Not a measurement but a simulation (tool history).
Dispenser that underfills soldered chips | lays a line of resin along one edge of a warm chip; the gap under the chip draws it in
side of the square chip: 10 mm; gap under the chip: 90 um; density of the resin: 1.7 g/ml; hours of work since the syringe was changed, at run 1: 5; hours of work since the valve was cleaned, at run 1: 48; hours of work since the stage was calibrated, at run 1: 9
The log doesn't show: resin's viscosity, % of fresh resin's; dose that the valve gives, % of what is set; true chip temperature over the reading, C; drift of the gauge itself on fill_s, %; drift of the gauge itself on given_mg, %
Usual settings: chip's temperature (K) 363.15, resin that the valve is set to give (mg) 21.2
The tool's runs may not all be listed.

run	day	chip's temperature (K)	resin that the valve is set to give (mg)	hours of work since the syringe was changed	hours of work since the valve was cleaned	hours of work since the stage was calibrated	time until the resin shows at the far edge (s)	resin that the valve gave (mg)
1	0.000	363.15	21.2	5	48	9	42.9	20.83
# day 0.042: new syringe of resin
# day 0.375: dispensing valve cleaned and set on the balance
2	0.412	363.15	21.2	5	1	14	43.7	21.24
# day 0.467: new syringe of resin
# day 0.833: new syringe of resin
3	0.833	348.15	21.2	0	6	20	57.0	21.23
4	1.075	348.15	21.2	4	10	24	77.0	21.14
# day 1.200: new syringe of resin
5	1.388	363.15	21.2	3	15	28	35.1	21.04
# day 1.592: new syringe of resin
6	1.808	358.15	21.2	3	21	34	45.7	21.01
# day 1.958: new syringe of resin
7	2.154	358.15	21.2	3	26	39	45.7	21.00
# day 2.317: new syringe of resin
8	2.404	350.15	21.2	1	29	43	56.8	20.87
9	2.608	350.15	21.2	4	32	46	74.6	20.85
# day 2.704: new syringe of resin
10	2.929	350.15	21.2	3	37	51	69.3	20.89
# day 3.067: new syringe of resin
11	3.142	350.15	21.2	1	40	54	56.8	20.79
# day 3.429: new syringe of resin
12	3.575	363.15	24.8	2	46	60	32.7	24.22
# day 3.796: new syringe of resin
13	3.917	374.15	19.9	2	51	65	20.9	19.58
# day 4.042: dispensing valve cleaned and set on the balance
# day 4.208: new syringe of resin
14	4.262	359.15	21.2	1	3	69	36.7	21.31
15	4.508	359.15	21.2	5	7	73	50.6	21.19
# day 4.592: new syringe of resin
16	4.721	359.15	21.2	2	10	76	40.9	21.24
# day 4.954: new syringe of resin
17	4.954	367.15	24.1	0	13	79	23.4	24.10
18	5.300	370.15	19.7	5	18	85	33.0	19.66
# day 5.354: new syringe of resin
19	5.608	367.15	20.9	4	23	89	33.1	20.71
# day 5.738: new syringe of resin
20	6.042	367.15	20.9	5	29	95	35.9	20.79
# day 6.096: new syringe of resin
# day 6.467: new syringe of resin
21	6.475	367.15	20.9	0	35	101	23.5	20.52
22	6.812	365.15	21.4	5	40	107	40.8	21.17
# day 6.846: new syringe of resin
23	7.142	372.15	27.5	4	45	111	27.4	27.04

Forecast each of these 3 alternatives for the next run:
# day 7.225: new syringe of resin
A	7.417	361.15	18.2	3	49	115	?	?
# day 7.225: new syringe of resin
B	7.417	354.15	18.2	3	49	115	?	?
# day 7.225: new syringe of resin
C	7.417	372.15	20.1	3	49	115	?	?

run	time until the resin shows at the far edge (s)	resin that the valve gave (mg)
A	42.5	17.97
B	58.6	17.84
C	24.4	19.88
Without the tool's hidden state the same runs would have given:
run	time until the resin shows at the far edge (s)	resin that the valve gave (mg)
A	32.9	18.27
B	45.5	18.14
C	18.9	20.21
